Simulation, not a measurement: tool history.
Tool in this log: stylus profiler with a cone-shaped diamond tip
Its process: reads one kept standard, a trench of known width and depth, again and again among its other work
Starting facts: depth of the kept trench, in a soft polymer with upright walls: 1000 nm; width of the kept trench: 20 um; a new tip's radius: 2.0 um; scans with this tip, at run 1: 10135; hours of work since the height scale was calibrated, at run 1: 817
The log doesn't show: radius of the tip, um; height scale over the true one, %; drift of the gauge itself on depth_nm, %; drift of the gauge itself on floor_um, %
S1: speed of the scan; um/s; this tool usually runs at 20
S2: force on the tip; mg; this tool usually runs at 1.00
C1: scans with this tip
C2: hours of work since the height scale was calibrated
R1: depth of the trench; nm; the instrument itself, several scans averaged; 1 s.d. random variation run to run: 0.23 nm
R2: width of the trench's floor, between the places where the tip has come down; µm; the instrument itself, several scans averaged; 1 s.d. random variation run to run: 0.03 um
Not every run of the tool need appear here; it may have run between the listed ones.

Run 1, hour 0.0: usual settings; C1 10135; C2 817. Result: R1 1011.49 nm, R2 14.96 µm.
Run 2, hour 53.9: usual settings; C1 10457; C2 843. Result: R1 1011.05 nm, R2 14.94 µm.
Run 3, hour 152.4: usual settings but S1 31 um/s; C1 11045; C2 891. Result: R1 1011.17 nm, R2 14.77 µm.
Run 4, hour 259.4: usual settings but S1 58 um/s; C1 11684; C2 942. Result: R1 1011.21 nm, R2 14.37 µm.
Run 5, hour 352.2: usual settings but S1 58 um/s; C1 12238; C2 987. Result: R1 1011.49 nm, R2 14.29 µm.
Run 6, hour 463.0: usual settings but S2 2.56 mg; C1 12900; C2 1040. Result: R1 1019.61 nm, R2 14.75 µm.
Run 7, hour 544.0: usual settings but S2 2.56 mg; C1 13384; C2 1079. Result: R1 1019.73 nm, R2 14.68 µm.
Run 8, hour 644.8: usual settings but S2 2.56 mg; C1 13986; C2 1128. Result: R1 1019.75 nm, R2 14.60 µm.
Run 9, hour 726.9: usual settings but S2 2.56 mg; C1 14476; C2 1167. Result: R1 1019.82 nm, R2 14.51 µm.
Run 10, hour 781.4: usual settings; C1 14801; C2 1193. Result: R1 1012.02 nm, R2 14.41 µm.
Run 11, hour 843.5: usual settings; C1 15173; C2 1223. Result: R1 1012.05 nm, R2 14.39 µm.
Run 12, hour 930.4: usual settings; C1 15691; C2 1265. Result: R1 1011.74 nm, R2 14.29 µm.
Run 13, hour 1010.8: usual settings; C1 16172; C2 1304. Result: R1 1012.20 nm, R2 14.26 µm.
Run 14, hour 1086.2: usual settings; C1 16622; C2 1340. Result: R1 1011.87 nm, R2 14.23 µm.
Run 15, hour 1199.4: usual settings but S2 2.67 mg; C1 17298; C2 1395. Result: R1 1020.99 nm, R2 14.16 µm.
Run 16, hour 1310.1: usual settings but S2 2.67 mg; C1 17959; C2 1448. Result: R1 1021.24 nm, R2 14.14 µm.
Run 17, hour 1362.7: usual settings but S2 0.52 mg; C1 18273; C2 1473. Result: R1 1009.21 nm, R2 14.00 µm.
Run 18, hour 1433.7: usual settings but S1 80 um/s, S2 0.38 mg; C1 18698; C2 1508. Result: R1 1008.23 nm, R2 12.82 µm.
Run 19, hour 1498.8: usual settings but S1 80 um/s, S2 1.41 mg; C1 19086; C2 1539. Result: R1 1014.77 nm, R2 13.48 µm.
Run 20, hour 1545.8: usual settings but S1 80 um/s, S2 1.41 mg; C1 19367; C2 1562. Result: R1 1015.27 nm, R2 13.44 µm.
Run 21, hour 1651.4: usual settings but S1 80 um/s, S2 1.41 mg; C1 19998; C2 1612. Result: R1 1015.33 nm, R2 13.38 µm.
Run 22, hour 1708.8: usual settings but S1 13 um/s, S2 1.39 mg; C1 20341; C2 1640. Result: R1 1015.06 nm, R2 13.96 µm.
Run 23, hour 1757.2: usual settings but S1 13 um/s, S2 1.39 mg; C1 20630; C2 1663. Result: R1 1015.36 nm, R2 13.87 µm.
Run 24, hour 1863.5: usual settings but S1 13 um/s, S2 1.39 mg; C1 21264; C2 1715. Result: R1 1015.36 nm, R2 13.84 µm.
Run 25, hour 1934.0: usual settings but S1 8 um/s, S2 1.27 mg; C1 21686; C2 1749. Result: R1 1014.73 nm, R2 13.82 µm.
Run 26, hour 2013.4: usual settings but S1 37 um/s, S2 0.88 mg; C1 22160; C2 1787. Result: R1 1012.73 nm, R2 13.42 µm.
Run 27, hour 2080.4: usual settings but S1 7 um/s, S2 1.25 mg; C1 22560; C2 1819. Result: R1 1014.89 nm, R2 13.79 µm.
Run 28, hour 2145.7: usual settings but S1 7 um/s, S2 1.25 mg; C1 22950; C2 1851. Result: R1 1014.61 nm, R2 13.69 µm.
At hour 2227.1: height scale calibrated on a step standard.
Run 29, hour 2229.6: usual settings but S1 8 um/s, S2 0.37 mg; C1 23448; C2 1. Result: R1 1005.10 nm, R2 13.59 µm.
Run 30, hour 2333.0: usual settings but S1 19 um/s, S2 0.40 mg; C1 24066; C2 51. Result: R1 1005.91 nm, R2 13.40 µm.
Run 31, hour 2394.1: usual settings but S1 7 um/s, S2 2.89 mg; C1 24430; C2 80. Result: R1 1019.74 nm, R2 13.64 µm.
Run 32, hour 2488.9: usual settings but S1 7 um/s, S2 2.89 mg; C1 24997; C2 126. Result: R1 1019.66 nm, R2 13.48 µm.

Branching from run 32: 3 alternative next runs. What would each branch give?
Run A, hour 2575.6: usual settings but S1 42 um/s, S2 0.62 mg; C1 25515; C2 168. Result: R1 ?, R2 ?.
Run B, hour 2575.6: usual settings but S1 32 um/s, S2 0.34 mg; C1 25515; C2 168. Result: R1 ?, R2 ?.
Run C, hour 2575.6: usual settings but S1 17 um/s, S2 0.81 mg; C1 25515; C2 168. Result: R1 ?, R2 ?.

run       R1     R2
  A  1007.55  12.96
  B  1005.59  12.99
  C  1008.35  13.34
Without the tool's hidden state the same runs would have given:
run       R1     R2
  A  1006.74  15.98
  B  1004.78  16.01
  C  1007.54  16.37
